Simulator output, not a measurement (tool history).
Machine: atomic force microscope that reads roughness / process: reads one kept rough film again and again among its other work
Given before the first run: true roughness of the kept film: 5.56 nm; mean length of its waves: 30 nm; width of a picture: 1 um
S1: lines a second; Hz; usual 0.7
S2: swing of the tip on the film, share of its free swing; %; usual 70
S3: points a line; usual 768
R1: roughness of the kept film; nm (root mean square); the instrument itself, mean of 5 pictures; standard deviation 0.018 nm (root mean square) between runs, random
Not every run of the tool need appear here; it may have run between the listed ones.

run   hour     S1  S2   S3     R1
  1      0    0.7  70  768  3.036
  2    9.6    0.7  70  768  2.996
  3   16.4    0.7  70  768  2.954
  4   25.3    0.7  70  768  2.982
  5   33.1    0.7  70  768  2.944
  6   38.8    0.7  70  768  2.935
  7     45    0.7  70  768   2.92
  8   54.7    0.7  70  768  2.896
  9   61.2    0.7  70  768  2.874
 10   68.5  2.759  70  768   2.56
 11     79  2.759  70  768   2.54
 12   87.9  2.759  70  768  2.541
 13   94.3    0.7  72  768  2.771
 14   99.4    0.7  70  768   2.76
 15  104.2    0.7  70  768  2.771
 16  114.2    0.7  70  963  4.216
 17  122.8    0.7  70  963  4.193
 18  132.7    0.7  70  819  4.136
 19  141.7    0.7  80  819  3.976
 20  150.5    0.7  72  819  4.027
 21  159.7    0.7  72  819  3.973
 22  167.4    0.7  72  819  3.936
 23  174.4    0.7  72  819   3.89
 24  185.6    0.7  72  819   3.85
 25  196.3    0.7  72  819  3.786
 26    202    0.7  72  819  3.768
 27  207.9   1.49  55  941  3.815
 28  216.2  1.361  58  276  3.711
 29  224.9  0.516  82  480   3.66
 30  236.2  0.516  82  480  3.585
 31  243.6  0.684  81  583  3.515
 32  249.2  0.684  81  583  3.485
 33  258.9  2.898  81  946  2.884
 34  264.4  3.922  70  768  3.027
 35  274.7  3.922  70  768   3.02
 36  285.8    0.7  66  623  3.466
 37  292.6  1.099  89  442  3.072
 38  301.8  1.099  89  442  3.039
 39  307.2  2.046  70  768  3.156
 40  312.7  2.627  70  561  3.052
 41  322.6  3.639  83  474  2.488
 42  331.3  3.639  83  474  2.439
 43  340.8  2.566  70  721  2.965
 44    346  0.806  64  294  3.239
 45  352.9  0.806  64  294  3.204
 46    360  0.806  68  266   3.16

Missing from the log above: 1 entry noted between runs. For each, name the pair of listed runs it sits between and say how the tool's hidden condition differs from the listed run just before to the listed run just after:
Logged between run 15 and run 16: new tip fitted (hour 106.3)
  radius of the tip, nm: 38.4 -> 11.1
  the result without the hidden state subtracted from the measured one, R1: -1.538 -> -0.087 nm (root mean square)
